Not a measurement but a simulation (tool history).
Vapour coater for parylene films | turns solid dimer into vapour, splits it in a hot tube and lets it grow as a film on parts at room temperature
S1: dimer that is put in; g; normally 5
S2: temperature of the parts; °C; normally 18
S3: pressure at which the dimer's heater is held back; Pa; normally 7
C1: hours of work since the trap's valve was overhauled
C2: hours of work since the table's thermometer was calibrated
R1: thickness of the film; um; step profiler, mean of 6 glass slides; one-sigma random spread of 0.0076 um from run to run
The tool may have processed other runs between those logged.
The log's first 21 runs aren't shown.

| run | hour | S1 | S2 | S3 | C1 | C2 | R1 |
|---|---|---|---|---|---|---|---|
| 22 | 251.1 | 8 | 11 | 2.51 | 115 | 407 | 1.823 |
| 23 | 257.9 | 4 | 25 | 10.02 | 121 | 412 | 0.445 |
| 24 | 267 | 5 | 16 | 2.81 | 128 | 419 | 0.895 |
| 25 | 276.4 | 8 | 24 | 2.3 | 135 | 427 | 1.016 |
| 26 | 283.2 | 5 | 18 | 2.52 | 140 | 432 | 0.814 |
| 27 | 290.4 | 3 | 29 | 7.62 | 146 | 438 | 0.28 |
| 28 | 301.2 | 4 | 18 | 12 | 154 | 446 | 0.587 |
| 29 | 312.4 | 5 | 10 | 7 | 163 | 455 | 1.095 |
| 30 | 320.2 | 5 | 10 | 7 | 169 | 461 | 1.097 |
| 31 | 332.8 | 9 | 30 | 8.32 | 179 | 470 | 0.788 |

Branching from run 31: 3 alternative next runs. What would each branch give?
| A | 341.8 | 7 | 26 | 6.02 | 186 | 477 | ? |
| B | 341.8 | 3 | 17 | 3.57 | 186 | 477 | ? |
| C | 341.8 | 5 | 12 | 2.75 | 186 | 477 | ? |

| run | R1 |
|---|---|
| A | 0.754 |
| B | 0.491 |
| C | 1.036 |
The same runs, with their run-to-run variation unchanged, on a tool lacking any hidden condition would have given:
| run | R1 |
|---|---|
| A | 0.852 |
| B | 0.555 |
| C | 1.173 |

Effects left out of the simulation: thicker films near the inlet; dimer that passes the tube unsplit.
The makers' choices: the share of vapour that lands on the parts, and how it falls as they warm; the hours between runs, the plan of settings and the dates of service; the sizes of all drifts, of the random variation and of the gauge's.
